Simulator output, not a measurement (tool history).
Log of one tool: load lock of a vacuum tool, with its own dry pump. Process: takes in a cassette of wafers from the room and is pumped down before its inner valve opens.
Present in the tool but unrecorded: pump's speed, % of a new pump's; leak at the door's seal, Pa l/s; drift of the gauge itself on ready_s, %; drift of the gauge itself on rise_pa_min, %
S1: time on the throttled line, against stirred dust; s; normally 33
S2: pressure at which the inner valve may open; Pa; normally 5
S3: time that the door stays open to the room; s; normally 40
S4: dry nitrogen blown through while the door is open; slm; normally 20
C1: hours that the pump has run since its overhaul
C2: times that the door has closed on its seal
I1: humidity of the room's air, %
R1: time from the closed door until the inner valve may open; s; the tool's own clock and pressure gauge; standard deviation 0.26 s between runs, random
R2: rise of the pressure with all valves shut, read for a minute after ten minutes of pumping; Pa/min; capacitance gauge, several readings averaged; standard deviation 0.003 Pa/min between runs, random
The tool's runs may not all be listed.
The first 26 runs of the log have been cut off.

{"run": 27, "hour": 9310.8, "S1": 33, "S2": 5, "S3": 40, "S4": 34, "C1": 5505, "C2": 8643, "I1": 41.7, "R1": 69.7, "R2": 0.053}
{"run": 28, "hour": 9595.1, "S1": 33, "S2": 7, "S3": 31, "S4": 5, "C1": 5789, "C2": 9573, "I1": 42.1, "R1": 68.0, "R2": 0.079}
{"run": 29, "hour": 9817.8, "S1": 27, "S2": 8, "S3": 35, "S4": 30, "C1": 6012, "C2": 10302, "I1": 43.3, "R1": 62.4, "R2": 0.063}
{"run": 30, "hour": 10102.9, "S1": 51, "S2": 4, "S3": 141, "S4": 5, "C1": 6297, "C2": 11236, "I1": 46.2, "R1": 85.7, "R2": 0.119}
{"run": 31, "hour": 10578.7, "S1": 33, "S2": 5, "S3": 40, "S4": 6, "C1": 6772, "C2": 12794, "I1": 45.2, "R1": 70.2, "R2": 0.103}
{"run": 32, "hour": 10968.5, "S1": 33, "S2": 5, "S3": 40, "S4": 6, "C1": 7162, "C2": 14070, "I1": 42.9, "R1": 70.1, "R2": 0.103}
{"run": 33, "hour": 11315.3, "S1": 33, "S2": 9, "S3": 84, "S4": 6, "C1": 7509, "C2": 15206, "I1": 43.7, "R1": 68.1, "R2": 0.131}
{"run": 34, "hour": 11667.3, "S1": 24, "S2": 5, "S3": 40, "S4": 20, "C1": 7861, "C2": 16358, "I1": 47.3, "R1": 63.1, "R2": 0.117}
{"run": 35, "hour": 12033.1, "S1": 24, "S2": 5, "S3": 40, "S4": 24, "C1": 8227, "C2": 17556, "I1": 41.9, "R1": 63.5, "R2": 0.119}
{"run": 36, "hour": 12536.4, "S1": 57, "S2": 4, "S3": 185, "S4": 6, "C1": 8730, "C2": 19204, "I1": 41.2, "R1": 91.8, "R2": 0.181}
{"run": 37, "hour": 12798.5, "S1": 57, "S2": 4, "S3": 185, "S4": 6, "C1": 8992, "C2": 20062, "I1": 45.7, "R1": 91.6, "R2": 0.199}

Below are 4 alternative next runs, each starting from the tool's condition after run 37. Predict each:
{"run": "A", "hour": 13019.0, "S1": 57, "S2": 4, "S3": 166, "S4": 6, "C1": 9213, "C2": 20784, "I1": 44.1, "R1": "?", "R2": "?"}
{"run": "B", "hour": 13019.0, "S1": 33, "S2": 7, "S3": 40, "S4": 20, "C1": 9213, "C2": 20784, "I1": 45.6, "R1": "?", "R2": "?"}
{"run": "C", "hour": 13019.0, "S1": 31, "S2": 7, "S3": 40, "S4": 20, "C1": 9213, "C2": 20784, "I1": 46.0, "R1": "?", "R2": "?"}
{"run": "D", "hour": 13019.0, "S1": 57, "S2": 5, "S3": 62, "S4": 25, "C1": 9213, "C2": 20784, "I1": 43.6, "R1": "?", "R2": "?"}

run=A R1=91.2 R2=0.202
run=B R1=69.5 R2=0.159
run=C R1=67.7 R2=0.159
run=D R1=90.6 R2=0.149
What these runs would have given with no unlogged condition in the tool:
run=A R1=87.6 R2=0.079
run=B R1=65.8 R2=0.034
run=C R1=63.9 R2=0.035
run=D R1=87.1 R2=0.027
